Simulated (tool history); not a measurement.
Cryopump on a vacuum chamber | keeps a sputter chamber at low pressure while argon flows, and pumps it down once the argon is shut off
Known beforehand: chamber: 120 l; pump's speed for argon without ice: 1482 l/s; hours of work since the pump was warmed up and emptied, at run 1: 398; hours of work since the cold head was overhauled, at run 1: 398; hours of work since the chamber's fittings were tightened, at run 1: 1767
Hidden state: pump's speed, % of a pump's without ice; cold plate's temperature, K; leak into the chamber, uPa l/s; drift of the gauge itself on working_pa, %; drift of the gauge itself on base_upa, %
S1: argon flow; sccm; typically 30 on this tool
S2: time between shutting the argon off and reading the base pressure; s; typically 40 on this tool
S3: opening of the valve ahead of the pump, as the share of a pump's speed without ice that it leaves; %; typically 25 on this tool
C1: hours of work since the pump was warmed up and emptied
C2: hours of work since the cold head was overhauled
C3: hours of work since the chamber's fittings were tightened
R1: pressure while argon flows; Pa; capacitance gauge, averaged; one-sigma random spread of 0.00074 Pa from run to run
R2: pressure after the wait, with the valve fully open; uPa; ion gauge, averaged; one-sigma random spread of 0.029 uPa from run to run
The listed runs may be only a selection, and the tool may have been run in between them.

Run 1, hour 0: usual settings; C1 398; C2 398; C3 1767. Result: R1 0.1408 Pa, R2 1.75 uPa.
Run 2, hour 41.4: usual settings but S1 23 sccm; C1 415; C2 415; C3 1783. Result: R1 0.1093 Pa, R2 1.83 uPa.
Run 3, hour 59.4: usual settings but S1 23 sccm; C1 422; C2 422; C3 1791. Result: R1 0.1089 Pa, R2 1.8 uPa.
Run 4, hour 97.9: usual settings but S1 23 sccm; C1 438; C2 438; C3 1806. Result: R1 0.1102 Pa, R2 1.8 uPa.
Run 5, hour 136.9: usual settings but S1 23 sccm; C1 453; C2 453; C3 1822. Result: R1 0.1092 Pa, R2 1.81 uPa.
Run 6, hour 162.1: usual settings but S1 23 sccm; C1 463; C2 463; C3 1832. Result: R1 0.1096 Pa, R2 1.88 uPa.
Run 7, hour 181: usual settings but S1 23 sccm, S2 230 s; C1 471; C2 471; C3 1839. Result: R1 0.1104 Pa, R2 0.8 uPa.
Run 8, hour 206.8: usual settings but S1 23 sccm, S2 230 s; C1 481; C2 481; C3 1850. Result: R1 0.1101 Pa, R2 0.85 uPa.
Run 9, hour 229.3: usual settings but S2 26 s; C1 490; C2 490; C3 1859. Result: R1 0.1426 Pa, R2 2.52 uPa.
Run 10, hour 249.1: usual settings but S2 153 s; C1 498; C2 498; C3 1867. Result: R1 0.1455 Pa, R2 0.93 uPa.
Run 11, hour 274.3: usual settings but S1 58 sccm; C1 508; C2 508; C3 1877. Result: R1 0.2778 Pa, R2 1.88 uPa.
Run 12, hour 303.7: usual settings but S1 58 sccm; C1 520; C2 520; C3 1888. Result: R1 0.2791 Pa, R2 1.91 uPa.
Run 13, hour 324.6: usual settings; C1 528; C2 528; C3 1897. Result: R1 0.1448 Pa, R2 1.91 uPa.
Run 14, hour 360.7: usual settings; C1 543; C2 543; C3 1911. Result: R1 0.145 Pa, R2 1.84 uPa.
Run 15, hour 400.9: usual settings; C1 559; C2 559; C3 1927. Result: R1 0.1457 Pa, R2 1.8 uPa.
Run 16, hour 430.1: usual settings; C1 571; C2 571; C3 1939. Result: R1 0.1456 Pa, R2 1.87 uPa.
Run 17, hour 456: usual settings but S1 22 sccm; C1 581; C2 581; C3 1949. Result: R1 0.1068 Pa, R2 1.87 uPa.
Run 18, hour 476.3: usual settings but S1 22 sccm; C1 589; C2 589; C3 1958. Result: R1 0.1052 Pa, R2 1.9 uPa.
Run 19, hour 503.2: usual settings but S1 48 sccm, S3 15 %; C1 600; C2 600; C3 1968. Result: R1 0.3766 Pa, R2 1.87 uPa.
Run 20, hour 534.7: usual settings but S1 33 sccm; C1 613; C2 613; C3 1981. Result: R1 0.1604 Pa, R2 1.82 uPa.
Run 21, hour 568: usual settings but S1 59 sccm, S3 32 %; C1 626; C2 626; C3 1994. Result: R1 0.2287 Pa, R2 1.88 uPa.
Run 22, hour 585.9: usual settings but S2 31 s, S3 17 %; C1 633; C2 633; C3 2001. Result: R1 0.2116 Pa, R2 2.32 uPa.
Run 23, hour 620.5: usual settings but S2 31 s, S3 17 %; C1 647; C2 647; C3 2015. Result: R1 0.2121 Pa, R2 2.28 uPa.
Run 24, hour 644.9: usual settings but S2 31 s, S3 17 %; C1 657; C2 657; C3 2025. Result: R1 0.2109 Pa, R2 2.19 uPa.
Run 25, hour 666.8: usual settings but S3 22 %; C1 666; C2 666; C3 2034. Result: R1 0.1644 Pa, R2 1.94 uPa.
Run 26, hour 698.3: usual settings but S1 19 sccm, S3 22 %; C1 678; C2 678; C3 2047. Result: R1 0.104 Pa, R2 1.93 uPa.
Run 27, hour 725.1: usual settings but S1 19 sccm, S3 22 %; C1 689; C2 689; C3 2057. Result: R1 0.1043 Pa, R2 1.86 uPa.
Run 28, hour 749.9: usual settings but S1 53 sccm, S2 60 s, S3 28 %; C1 699; C2 699; C3 2067. Result: R1 0.231 Pa, R2 1.53 uPa.
Run 29, hour 770.6: usual settings but S1 53 sccm, S2 60 s, S3 28 %; C1 707; C2 707; C3 2075. Result: R1 0.2328 Pa, R2 1.53 uPa.
Run 30, hour 811.5: usual settings but S1 46 sccm, S2 230 s, S3 30 %; C1 724; C2 724; C3 2092. Result: R1 0.1913 Pa, R2 0.88 uPa.
Run 31, hour 841.9: usual settings but S1 46 sccm, S2 230 s, S3 30 %; C1 736; C2 736; C3 2104. Result: R1 0.1909 Pa, R2 0.95 uPa.
Run 32, hour 863.2: usual settings but S1 13 sccm, S2 42 s, S3 30 %; C1 744; C2 744; C3 2113. Result: R1 0.0554 Pa, R2 1.87 uPa.
Run 33, hour 889.6: usual settings but S1 13 sccm, S2 27 s, S3 21 %; C1 755; C2 755; C3 2123. Result: R1 0.075 Pa, R2 2.51 uPa.

Alternative continuations, all from the tool just after run 33; predict every row:
Run A, hour 907.9: usual settings but S1 17 sccm, S3 22 %; C1 762; C2 762; C3 2131. Result: R1 ?, R2 ?.
Run B, hour 907.9: usual settings but S1 21 sccm, S2 27 s, S3 21 %; C1 762; C2 762; C3 2131. Result: R1 ?, R2 ?.
Run C, hour 907.9: usual settings but S1 44 sccm, S2 56 s, S3 45 %; C1 762; C2 762; C3 2131. Result: R1 ?, R2 ?.
Run D, hour 907.9: usual settings but S1 14 sccm, S2 259 s, S3 37 %; C1 762; C2 762; C3 2131. Result: R1 ?, R2 ?.

run      R1    R2
  A  0.0947  1.92
  B  0.1231  2.58
  C  0.1284  1.65
  D  0.0483  0.87
Had the tool no hidden state, the same runs would have come out as:
run      R1    R2
  A  0.0883   1.4
  B  0.1151  2.04
  C  0.1117  1.12
  D   0.043  0.36
